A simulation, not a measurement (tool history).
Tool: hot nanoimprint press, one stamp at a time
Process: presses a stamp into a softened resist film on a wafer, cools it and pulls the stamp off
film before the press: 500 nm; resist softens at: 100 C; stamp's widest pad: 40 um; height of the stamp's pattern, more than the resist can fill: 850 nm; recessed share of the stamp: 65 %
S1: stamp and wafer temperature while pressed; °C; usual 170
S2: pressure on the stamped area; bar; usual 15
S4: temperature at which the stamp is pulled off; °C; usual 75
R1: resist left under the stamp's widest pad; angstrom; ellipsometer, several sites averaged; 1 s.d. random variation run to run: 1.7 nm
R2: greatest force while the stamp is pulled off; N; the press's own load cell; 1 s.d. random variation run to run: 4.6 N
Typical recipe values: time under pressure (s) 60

run 1 hour=0 | S1=170 S2=15 time_under_pressure_(s)=60 S4=75 | R1=2663 R2=268
run 2 hour=10.3 | S1=170 S2=15 time_under_pressure_(s)=60 S4=75 | R1=2692 R2=270
run 3 hour=23.6 | S1=170 S2=15 time_under_pressure_(s)=60 S4=75 | R1=2689 R2=268
run 4 hour=31.1 | S1=170 S2=15 time_under_pressure_(s)=60 S4=75 | R1=2700 R2=276
run 5 hour=38.5 | S1=170 S2=15 time_under_pressure_(s)=60 S4=75 | R1=2645 R2=273
run 6 hour=48.9 | S1=170 S2=15 time_under_pressure_(s)=44 S4=75 | R1=2956 R2=269
run 7 hour=58.2 | S1=170 S2=15 time_under_pressure_(s)=44 S4=75 | R1=2975 R2=284
run 8 hour=70.7 | S1=170 S2=15 time_under_pressure_(s)=60 S4=75 | R1=2696 R2=286
run 9 hour=78.5 | S1=170 S2=15 time_under_pressure_(s)=60 S4=75 | R1=2700 R2=283
-- hour=82.6 plate thermocouple calibrated
run 10 hour=89.4 | S1=170 S2=15 time_under_pressure_(s)=60 S4=75 | R1=2724 R2=286
run 11 hour=95 | S1=170 S2=15 time_under_pressure_(s)=60 S4=75 | R1=2699 R2=275
run 12 hour=105.6 | S1=164 S2=15 time_under_pressure_(s)=60 S4=75 | R1=3260 R2=284
run 13 hour=117.2 | S1=170 S2=15 time_under_pressure_(s)=60 S4=75 | R1=2702 R2=294
run 14 hour=123 | S1=170 S2=15 time_under_pressure_(s)=60 S4=75 | R1=2724 R2=286
run 15 hour=129 | S1=170 S2=15 time_under_pressure_(s)=60 S4=75 | R1=2722 R2=298
-- hour=133.3 plate thermocouple calibrated, once more
run 16 hour=138 | S1=170 S2=15 time_under_pressure_(s)=60 S4=75 | R1=2628 R2=298
run 17 hour=144.2 | S1=176 S2=10.7 time_under_pressure_(s)=71 S4=65 | R1=2325 R2=302
run 18 hour=156.4 | S1=182 S2=22.8 time_under_pressure_(s)=60 S4=75 | R1=1472 R2=286
run 19 hour=167.8 | S1=182 S2=22.8 time_under_pressure_(s)=66 S4=71 | R1=1399 R2=290
run 20 hour=175.9 | S1=181 S2=22.8 time_under_pressure_(s)=66 S4=73 | R1=1471 R2=287
run 21 hour=182.3 | S1=181 S2=22.8 time_under_pressure_(s)=66 S4=73 | R1=1457 R2=292
run 22 hour=195.5 | S1=170 S2=9.9 time_under_pressure_(s)=65 S4=78 | R1=2970 R2=294
-- hour=214.8 stamp cleaned and given a new release coat
run 23 hour=214.9 | S1=170 S2=9.5 time_under_pressure_(s)=34 S4=75 | R1=3583 R2=219
run 24 hour=225.6 | S1=170 S2=9.5 time_under_pressure_(s)=34 S4=75 | R1=3596 R2=229

Run 25 comes next. What will it give?
run 25 hour=238.4 | S1=170 S2=15 time_under_pressure_(s)=44 S4=75 | R1=? R2=?

{"run 25": {"R1": 2962, "R2": 225}}
On a tool with no hidden condition, and with the same random variation, this run would have come out at R1 2926 angstrom, R2 222 N.

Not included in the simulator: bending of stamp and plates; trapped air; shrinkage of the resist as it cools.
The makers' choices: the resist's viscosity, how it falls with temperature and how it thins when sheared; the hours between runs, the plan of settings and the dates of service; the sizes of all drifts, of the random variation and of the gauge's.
